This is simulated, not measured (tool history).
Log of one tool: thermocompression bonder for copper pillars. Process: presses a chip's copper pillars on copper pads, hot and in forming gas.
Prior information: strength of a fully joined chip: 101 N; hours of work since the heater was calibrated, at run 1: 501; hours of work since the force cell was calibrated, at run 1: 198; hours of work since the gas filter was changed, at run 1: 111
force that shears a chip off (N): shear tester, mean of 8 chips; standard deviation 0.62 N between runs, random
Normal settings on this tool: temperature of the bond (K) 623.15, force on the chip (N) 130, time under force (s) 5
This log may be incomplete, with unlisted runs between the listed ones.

| run | hour | temperature of the bond (K) | force on the chip (N) | time under force (s) | hours of work since the heater was calibrated | hours of work since the force cell was calibrated | hours of work since the gas filter was changed | force that shears a chip off (N) |
|---|---|---|---|---|---|---|---|---|
| 1 | 0 | 623.15 | 130 | 5 | 501 | 198 | 111 | 32.7 |
| 2 | 24.3 | 623.15 | 182 | 5 | 515 | 212 | 125 | 48.4 |
| 3 | 57.1 | 623.15 | 182 | 5 | 534 | 231 | 143 | 47.4 |
| 4 | 73.3 | 623.15 | 182 | 5 | 543 | 240 | 153 | 47.1 |
| 5 | 104.3 | 623.15 | 182 | 5 | 560 | 258 | 170 | 46.5 |
| 6 | 134 | 623.15 | 182 | 5 | 577 | 275 | 187 | 48.1 |
| 7 | 154.7 | 623.15 | 182 | 5 | 589 | 286 | 199 | 46.5 |
| 8 | 177.7 | 623.15 | 182 | 5 | 602 | 299 | 212 | 45.6 |
| 9 | 200.5 | 623.15 | 182 | 5 | 615 | 312 | 225 | 45.9 |
|  | 204 | heater calibrated with a thermocouple chip |
| 10 | 227.6 | 623.15 | 182 | 5 | 13 | 327 | 239 | 48.5 |
| 11 | 252.1 | 623.15 | 182 | 5 | 27 | 341 | 253 | 49.4 |
| 12 | 267.6 | 623.15 | 182 | 5 | 36 | 349 | 262 | 46.4 |
| 13 | 282.2 | 623.15 | 87 | 5 | 44 | 358 | 270 | 20.8 |
| 14 | 299 | 626.15 | 87 | 6 | 54 | 367 | 280 | 21.8 |
| 15 | 319.1 | 605.15 | 130 | 10 | 65 | 379 | 291 | 36.5 |
| 16 | 350.7 | 647.15 | 188 | 3 | 83 | 397 | 309 | 47.4 |
| 17 | 384.5 | 608.15 | 91 | 3 | 103 | 416 | 329 | 13.4 |
|  | 392.1 | forming gas filter changed |
| 18 | 404.1 | 613.15 | 120 | 4 | 114 | 427 | 7 | 26.4 |
| 19 | 433.6 | 623.15 | 80 | 5 | 130 | 444 | 24 | 17.8 |
| 20 | 454.1 | 597.15 | 114 | 5 | 142 | 455 | 35 | 22.4 |
| 21 | 483.6 | 597.15 | 114 | 5 | 159 | 472 | 52 | 21.9 |
| 22 | 515.4 | 637.15 | 144 | 5 | 177 | 490 | 70 | 42.4 |
| 23 | 536.4 | 637.15 | 144 | 5 | 189 | 502 | 82 | 42.2 |
| 24 | 550.9 | 637.15 | 103 | 5 | 197 | 510 | 90 | 28.1 |
| 25 | 566.3 | 606.15 | 89 | 10 | 206 | 519 | 99 | 24.5 |

4 ways to go on from here, each from the tool as it stands after run 25. What would each give?
| A | 585.5 | 623.15 | 158 | 14 | 217 | 530 | 110 | ? |
| B | 585.5 | 620.15 | 97 | 11 | 217 | 530 | 110 | ? |
| C | 585.5 | 606.15 | 89 | 3 | 217 | 530 | 110 | ? |
| D | 585.5 | 598.15 | 138 | 5 | 217 | 530 | 110 | ? |

| run | force that shears a chip off (N) |
|---|---|
| A | 57.9 |
| B | 31.6 |
| C | 13.1 |
| D | 28 |
What these runs would have given with no unlogged condition in the tool:
| run | force that shears a chip off (N) |
|---|---|
| A | 63.1 |
| B | 35.3 |
| C | 14.9 |
| D | 31.4 |

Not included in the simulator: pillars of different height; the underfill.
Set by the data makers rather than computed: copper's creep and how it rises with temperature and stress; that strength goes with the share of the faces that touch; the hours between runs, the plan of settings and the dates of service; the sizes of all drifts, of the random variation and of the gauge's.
